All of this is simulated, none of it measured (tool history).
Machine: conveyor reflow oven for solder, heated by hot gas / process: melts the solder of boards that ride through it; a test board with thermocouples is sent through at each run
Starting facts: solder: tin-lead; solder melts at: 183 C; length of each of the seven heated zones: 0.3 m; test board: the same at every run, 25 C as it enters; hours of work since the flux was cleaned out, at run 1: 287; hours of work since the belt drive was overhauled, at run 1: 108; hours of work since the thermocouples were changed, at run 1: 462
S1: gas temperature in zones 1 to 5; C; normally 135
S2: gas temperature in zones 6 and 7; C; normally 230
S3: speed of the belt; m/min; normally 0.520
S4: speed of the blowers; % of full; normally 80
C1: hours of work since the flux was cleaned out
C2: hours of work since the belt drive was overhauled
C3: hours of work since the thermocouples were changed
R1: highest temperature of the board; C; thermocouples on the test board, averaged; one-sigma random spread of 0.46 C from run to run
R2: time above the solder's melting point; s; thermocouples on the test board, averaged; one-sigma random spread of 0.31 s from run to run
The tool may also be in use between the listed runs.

run     day   S1   S2     S3  S4   C1   C2   C3     R1    R2
  1   0.000  135  230  0.520  80  287  108  462  215.5  51.4
  2   0.500  135  230  0.520  80  296  117  471  215.4  50.7
  3   1.154  135  230  0.520  80  308  129  483  215.8  50.3
      2.054  -- flux residue cleaned out of gas plates and filters
  4   2.246  125  230  0.520  80    3  145  499  216.2  48.5
  5   3.012  125  230  0.520  80   17  159  512  216.2  48.3
  6   3.758  120  230  0.520  80   31  172  526  215.5  46.8
  7   4.800  120  230  0.520  80   50  191  545  215.4  46.2
  8   5.796  120  230  0.520  80   68  209  563  215.0  46.1
  9   6.654  120  230  0.520  80   83  224  578  215.5  46.5
 10   7.271  120  230  0.435  80   94  236  589  219.2  61.3
 11   8.004  135  230  0.520  54  107  249  603  212.3  48.0
 12   8.450  135  230  0.520  54  115  257  611  212.6  47.8
 13   9.392  135  230  0.520  80  132  274  628  217.1  51.7
 14  10.421  135  230  0.520  69  151  292  646  214.1  50.4
 15  11.096  135  230  0.520  69  163  305  658  214.6  50.2
 16  11.967  135  230  0.520  69  179  320  674  215.3  49.7
 17  12.475  139  224  0.520  80  188  330  683  211.3  49.6
 18  13.458  139  224  0.520  80  206  347  701  210.6  49.1
 19  14.233  127  231  0.526  53  220  361  715  210.3  43.3
 20  15.108  149  233  0.520  80  236  377  731  219.9  58.8
 21  15.879  150  230  0.520  80  250  391  745  217.9  57.4
 22  16.500  150  230  0.520  80  261  402  756  217.6  57.4
 23  17.150  139  222  0.585  80  272  414  768  206.0  38.8
 24  17.650  135  228  0.441  80  281  423  777  217.9  63.4
 25  18.088  136  222  0.520  80  289  431  785  208.0  45.7
 26  18.829  123  230  0.604  86  303  444  798  209.7  35.4
 27  19.358  123  230  0.604  86  312  454  807  209.4  35.6
     19.996  -- flux residue cleaned out of gas plates and filters
 28  20.579  123  230  0.604  86   11  472  826  212.5  38.5
 29  21.092  124  230  0.520  55   20  481  835  211.0  43.7
 30  21.946  145  219  0.444  51   35  497  850  208.4  58.4
 31  22.521  144  219  0.444  51   46  507  861  207.9  57.2

Forecast each of these 3 alternatives for the next run:
  A  23.050  143  219  0.444  51  55  517  870   ?   ?
  B  23.050  135  230  0.522  77  55  517  870   ?   ?
  C  23.050  144  228  0.535  51  55  517  870   ?   ?

run     R1    R2
  A  207.8  56.6
  B  216.8  52.0
  C  211.4  48.2
Without the tool's hidden state the same runs would have given:
run     R1    R2
  A  208.8  56.9
  B  218.0  52.2
  C  212.4  48.4
